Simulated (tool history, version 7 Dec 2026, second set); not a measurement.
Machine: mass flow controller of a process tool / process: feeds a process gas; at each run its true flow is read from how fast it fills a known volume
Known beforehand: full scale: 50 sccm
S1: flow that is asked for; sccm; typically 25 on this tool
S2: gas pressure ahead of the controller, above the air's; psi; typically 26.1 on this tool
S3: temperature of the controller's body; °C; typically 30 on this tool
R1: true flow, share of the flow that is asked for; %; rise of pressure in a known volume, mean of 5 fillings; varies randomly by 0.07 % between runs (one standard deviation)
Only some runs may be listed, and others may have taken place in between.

Run 1, day 0.000: usual settings. Result: R1 99.35 %.
Run 2, day 12.467: usual settings. Result: R1 99.42 %.
Run 3, day 18.358: usual settings. Result: R1 99.51 %.
Run 4, day 31.175: usual settings. Result: R1 99.40 %.
Run 5, day 37.342: usual settings but S2 36.3 psi. Result: R1 99.63 %.
Run 6, day 44.646: usual settings but S2 36.3 psi. Result: R1 99.64 %.
Run 7, day 57.408: usual settings but S1 22 sccm. Result: R1 99.04 %.
Run 8, day 63.717: usual settings but S1 22 sccm. Result: R1 99.17 %.
Run 9, day 76.642: usual settings but S3 21 °C. Result: R1 99.65 %.
Run 10, day 85.092: usual settings but S2 32.2 psi, S3 26 °C. Result: R1 99.78 %.
Run 11, day 94.783: usual settings but S2 23.9 psi, S3 25 °C. Result: R1 99.59 %.
Run 12, day 101.479: usual settings but S1 7 sccm, S2 21.6 psi, S3 22 °C. Result: R1 94.89 %.
Run 13, day 110.275: usual settings but S1 7 sccm, S2 21.6 psi, S3 22 °C. Result: R1 94.78 %.
At day 120.154: controller's zero set anew.
Run 14, day 120.962: usual settings but S1 8 sccm, S2 33.8 psi, S3 24 °C. Result: R1 100.72 %.
Run 15, day 126.404: usual settings but S1 18 sccm, S2 28.4 psi. Result: R1 101.00 %.
Run 16, day 137.308: usual settings but S1 18 sccm, S2 28.4 psi. Result: R1 100.94 %.
Run 17, day 143.904: usual settings but S1 11 sccm, S2 23.8 psi, S3 25 °C. Result: R1 100.50 %.

Below are 3 alternative next runs, each starting from the tool's condition after run 17. Predict each:
Run A, day 150.233: usual settings but S1 9 sccm, S2 23.8 psi, S3 25 °C. Result: R1 ?.
Run B, day 150.233: usual settings but S1 5 sccm, S2 28.6 psi, S3 23 °C. Result: R1 ?.
Run C, day 150.233: usual settings but S1 15 sccm, S3 28 °C. Result: R1 ?.

run      R1
  A  100.43
  B  100.04
  C  100.78
Stripped of hidden state, with their random variation kept, the same runs would have yielded:
run     R1
  A  98.12
  B  98.07
  C  98.31
